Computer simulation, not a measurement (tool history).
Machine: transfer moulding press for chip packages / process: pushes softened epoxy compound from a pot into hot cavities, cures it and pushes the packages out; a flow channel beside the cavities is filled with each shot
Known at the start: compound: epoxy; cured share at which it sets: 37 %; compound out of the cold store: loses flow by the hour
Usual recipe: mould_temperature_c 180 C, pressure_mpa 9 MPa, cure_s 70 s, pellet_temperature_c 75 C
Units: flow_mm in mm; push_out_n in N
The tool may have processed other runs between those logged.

run,day,mould_temperature_c,pressure_mpa,cure_s,pellet_temperature_c,incoming compound's hours out of the cold store,flow_mm,push_out_n
1,0,180,9,70,75,40.9,860,606
2,0.221,180,9,70,67,28.7,907,740
3,0.612,180,9,70,75,27.4,908,794
# day 1.046: cavities cleaned with cleaning compound and waxed
4,1.083,180,9,70,75,18.3,931,581
5,1.35,180,8.32,70,75,37.3,822,655
6,1.833,180,8.32,70,75,16.6,903,831
# day 2.296: cavities cleaned with cleaning compound and waxed
7,2.379,180,8.32,70,75,14.2,899,580
8,2.775,178,9,70,75,47.6,819,740
9,3.162,180,9.43,70,75,12.7,946,823
# day 3.558: cavities cleaned with cleaning compound and waxed
# day 3.696: plunger's sealing rings changed
10,3.7,180,9.43,70,75,44.7,909,542
11,4.079,180,9,77,75,35.1,915,601
12,4.533,180,9,77,75,12.6,993,739
# day 4.917: cavities cleaned with cleaning compound and waxed
13,5.021,180,9,77,75,44.3,878,524
14,5.283,180,9,77,75,33.7,911,618
15,5.758,180,9,77,75,12.1,983,735
16,6.012,176,7.78,62,81,31.7,860,1350
# day 6.162: cavities cleaned with cleaning compound and waxed
17,6.429,183,7.78,54,84,32.7,825,863
18,6.712,182,8.67,57,67,25.8,904,1028
19,7.142,182,8.67,57,67,39,857,1092
# day 7.438: cavities cleaned with cleaning compound and waxed
20,7.55,180,9,86,75,23.7,923,475
21,7.95,180,9,77,75,42.3,857,626
22,8.217,180,9,75,75,38.3,861,677
23,8.588,180,9,75,75,14.1,956,767
# day 8.696: cavities cleaned with cleaning compound and waxed
24,8.962,180,8.61,75,72,26.8,877,578
25,9.296,179,10.94,52,79,20.6,1014,1505
26,9.512,173,6.97,52,65,27.6,817,2260
# day 9.933: cavities cleaned with cleaning compound and waxed
27,9.958,173,6.97,61,76,35.1,784,1141
28,10.217,187,6.97,54,76,17.2,792,733

Predict each of these 4 candidate next runs independently; none follows another, all start after run 28:
A,10.488,174,9.19,76,75,29,?,?
B,10.488,177,7.57,56,76,21,?,?
C,10.488,187,9.93,64,76,26.4,?,?
D,10.488,180,9,65,72,25.4,?,?

run,flow_mm,push_out_n
A,914,872
B,841,1426
C,909,622
D,897,847
With no hidden state in the tool, these same runs would have given:
run,flow_mm,push_out_n
A,978,670
B,899,1095
C,972,471
D,959,650
